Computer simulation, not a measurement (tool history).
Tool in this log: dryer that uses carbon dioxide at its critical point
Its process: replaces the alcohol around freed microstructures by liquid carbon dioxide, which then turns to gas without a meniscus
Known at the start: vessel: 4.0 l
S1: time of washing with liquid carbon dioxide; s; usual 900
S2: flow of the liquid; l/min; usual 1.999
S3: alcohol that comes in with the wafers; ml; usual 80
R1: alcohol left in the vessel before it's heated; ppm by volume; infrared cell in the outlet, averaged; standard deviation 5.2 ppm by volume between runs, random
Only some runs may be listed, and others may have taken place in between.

{"run": 1, "hour": 0.0, "S1": 900, "S2": 1.999, "S3": 80, "R1": 217}
{"run": 2, "hour": 11.6, "S1": 900, "S2": 1.999, "S3": 80, "R1": 221}
{"run": 3, "hour": 24.3, "S1": 900, "S2": 1.999, "S3": 80, "R1": 236}
{"run": 4, "hour": 37.4, "S1": 900, "S2": 1.999, "S3": 80, "R1": 228}
{"run": 5, "hour": 46.6, "S1": 1080, "S2": 1.999, "S3": 80, "R1": 154}
{"run": 6, "hour": 53.5, "S1": 1080, "S2": 1.999, "S3": 80, "R1": 147}
{"run": 7, "hour": 65.3, "S1": 1080, "S2": 1.999, "S3": 80, "R1": 165}
{"run": 8, "hour": 79.4, "S1": 660, "S2": 1.999, "S3": 80, "R1": 607}
{"run": 9, "hour": 86.7, "S1": 900, "S2": 1.999, "S3": 80, "R1": 245}
{"run": 10, "hour": 100.9, "S1": 900, "S2": 1.999, "S3": 80, "R1": 254}
{"run": 11, "hour": 116.0, "S1": 900, "S2": 1.999, "S3": 80, "R1": 243}
{"run": 12, "hour": 127.8, "S1": 900, "S2": 1.999, "S3": 80, "R1": 264}
{"run": 13, "hour": 137.3, "S1": 1080, "S2": 1.999, "S3": 80, "R1": 182}
{"run": 14, "hour": 149.8, "S1": 1080, "S2": 1.999, "S3": 80, "R1": 173}
{"run": 15, "hour": 162.3, "S1": 1080, "S2": 1.999, "S3": 80, "R1": 182}
{"run": 16, "hour": 175.0, "S1": 900, "S2": 2.25, "S3": 78, "R1": 204}
{"run": 17, "hour": 186.4, "S1": 660, "S2": 1.77, "S3": 108, "R1": 1227}
{"run": 18, "hour": 202.0, "S1": 840, "S2": 3.05, "S3": 112, "R1": 169}
{"run": 19, "hour": 216.7, "S1": 840, "S2": 3.05, "S3": 112, "R1": 165}
{"run": 20, "hour": 228.2, "S1": 840, "S2": 3.05, "S3": 112, "R1": 170}
{"run": 21, "hour": 236.3, "S1": 600, "S2": 2.57, "S3": 105, "R1": 521}
{"run": 22, "hour": 243.3, "S1": 900, "S2": 1.33, "S3": 80, "R1": 967}
{"run": 23, "hour": 249.7, "S1": 900, "S2": 1.999, "S3": 71, "R1": 276}

Here are 4 independent what-if runs from the current tool condition. What would each one return?
{"run": "A", "hour": 263.1, "S1": 960, "S2": 1.999, "S3": 111, "R1": "?"}
{"run": "B", "hour": 263.1, "S1": 660, "S2": 1.86, "S3": 44, "R1": "?"}
{"run": "C", "hour": 263.1, "S1": 900, "S2": 1.41, "S3": 76, "R1": "?"}
{"run": "D", "hour": 263.1, "S1": 900, "S2": 1.77, "S3": 73, "R1": "?"}

run=A R1=301
run=B R1=542
run=C R1=783
run=D R1=394
With the hidden condition removed and each run's random variation left untouched, the same runs would have given:
run=A R1=92
run=B R1=293
run=C R1=468
run=D R1=167

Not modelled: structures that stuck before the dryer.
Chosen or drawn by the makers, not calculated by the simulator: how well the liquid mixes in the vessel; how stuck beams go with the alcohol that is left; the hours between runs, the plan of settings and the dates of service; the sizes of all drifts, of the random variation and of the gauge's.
